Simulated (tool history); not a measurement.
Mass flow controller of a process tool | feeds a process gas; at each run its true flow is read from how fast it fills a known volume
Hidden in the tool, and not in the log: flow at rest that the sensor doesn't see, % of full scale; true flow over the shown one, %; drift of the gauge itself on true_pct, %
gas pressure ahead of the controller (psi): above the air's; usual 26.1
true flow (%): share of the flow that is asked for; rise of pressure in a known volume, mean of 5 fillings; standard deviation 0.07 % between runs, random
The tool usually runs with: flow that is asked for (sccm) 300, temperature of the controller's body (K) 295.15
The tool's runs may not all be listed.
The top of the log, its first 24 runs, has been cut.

| run | day | flow that is asked for (sccm) | gas pressure ahead of the controller (psi) | temperature of the controller's body (K) | hours of work since the controller was set to zero | hours of work since the controller was changed | true flow (%) |
|---|---|---|---|---|---|---|---|
| 25 | 98.071 | 284 | 33.6 | 294.15 | 1399 | 1399 | 98.16 |
| 26 | 101.296 | 211 | 22.6 | 294.15 | 1426 | 1426 | 97.44 |
| 27 | 105.271 | 211 | 22.6 | 294.15 | 1459 | 1459 | 97.55 |
| 28 | 110.479 | 211 | 22.6 | 294.15 | 1503 | 1503 | 97.38 |
| 29 | 113.200 | 168 | 23.5 | 294.15 | 1526 | 1526 | 97.52 |
| 30 | 116.062 | 168 | 26.5 | 300.15 | 1550 | 1550 | 98.29 |
| 31 | 121.021 | 232 | 26.1 | 293.15 | 1591 | 1591 | 97.46 |
| 32 | 126.200 | 215 | 26.0 | 295.15 | 1635 | 1635 | 97.75 |
| 33 | 128.579 | 603 | 24.8 | 307.15 | 1655 | 1655 | 99.82 |
| 34 | 133.004 | 524 | 27.4 | 297.15 | 1692 | 1692 | 98.68 |
| 35 | 136.192 | 227 | 28.0 | 309.15 | 1719 | 1719 | 99.30 |
| 36 | 141.454 | 227 | 28.0 | 309.15 | 1763 | 1763 | 99.42 |
| 37 | 144.542 | 424 | 25.8 | 306.15 | 1789 | 1789 | 99.26 |
| 38 | 149.150 | 205 | 26.1 | 313.15 | 1828 | 1828 | 99.64 |
| 39 | 153.100 | 106 | 26.1 | 295.15 | 1861 | 1861 | 97.36 |
| 40 | 157.092 | 206 | 21.9 | 311.15 | 1894 | 1894 | 99.21 |

4 options for the next run, each taken on its own from the tool as it stands now. Forecast them:
| A | 160.879 | 876 | 27.8 | 302.15 | 1926 | 1926 | ? |
| B | 160.879 | 247 | 31.6 | 312.15 | 1926 | 1926 | ? |
| C | 160.879 | 350 | 30.3 | 302.15 | 1926 | 1926 | ? |
| D | 160.879 | 132 | 40.3 | 297.15 | 1926 | 1926 | ? |

| run | true flow (%) |
|---|---|
| A | 100.15 |
| B | 99.84 |
| C | 99.09 |
| D | 98.45 |
Without the tool's hidden state the same runs would have given:
| run | true flow (%) |
|---|---|
| A | 100.15 |
| B | 99.83 |
| C | 99.08 |
| D | 98.43 |
